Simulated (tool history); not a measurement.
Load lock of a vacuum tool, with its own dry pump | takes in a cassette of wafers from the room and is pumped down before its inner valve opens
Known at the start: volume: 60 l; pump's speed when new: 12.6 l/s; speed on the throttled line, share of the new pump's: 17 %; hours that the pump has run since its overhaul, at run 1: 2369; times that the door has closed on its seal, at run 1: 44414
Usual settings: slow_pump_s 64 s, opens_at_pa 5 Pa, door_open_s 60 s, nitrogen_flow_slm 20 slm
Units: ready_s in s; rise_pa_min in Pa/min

run,hour,slow_pump_s,opens_at_pa,door_open_s,nitrogen_flow_slm,hours that the pump has run since its overhaul,times that the door has closed on its seal,"incoming humidity of the room's air, %",ready_s,rise_pa_min
1,0,64,5,60,20,2369,44414,45.2,101.4,0.034
2,70.2,64,5,60,20,2439,44757,44.8,101.2,0.039
3,177.3,64,5,158,20,2546,45280,41.1,101.2,0.055
4,273.1,64,5,60,20,2642,45748,41.2,101.7,0.036
5,318.9,64,5,60,20,2688,45972,43.4,100.7,0.038
6,388.1,64,5,60,9,2757,46309,42.6,101.1,0.038
7,431.4,64,5,60,9,2800,46521,45.7,100.7,0.047
8,529.9,64,5,60,9,2899,47002,44.2,101.4,0.043
9,634.9,64,5,60,9,3004,47515,42.6,101.4,0.052
# hour 687.1: door's seal changed, seat wiped
10,730.7,124,5,60,20,3098,213,46.2,151,0.038
11,803.3,124,5,60,20,3171,567,47.6,151.5,0.037
12,883.8,124,5,60,20,3251,960,45.9,150.8,0.038
13,985.9,124,5,60,20,3353,1459,44,151,0.037
14,1070.5,124,5,60,20,3438,1872,43.9,151.1,0.042
15,1146,91,5,60,29,3513,2241,50.4,123.9,0.038
16,1229.6,91,5,60,29,3597,2649,44.3,124.6,0.03
17,1324.7,91,5,60,29,3692,3114,42.6,123.5,0.032

Forecast run 18:
18,1397.1,91,5,60,29,3764,3468,42.5,?,?

Run 18 gave ready_s 123.9 s, rise_pa_min 0.033 Pa/min.
Without the tool's hidden state the same run would have given ready_s 123.9 s, rise_pa_min 0.033 Pa/min.
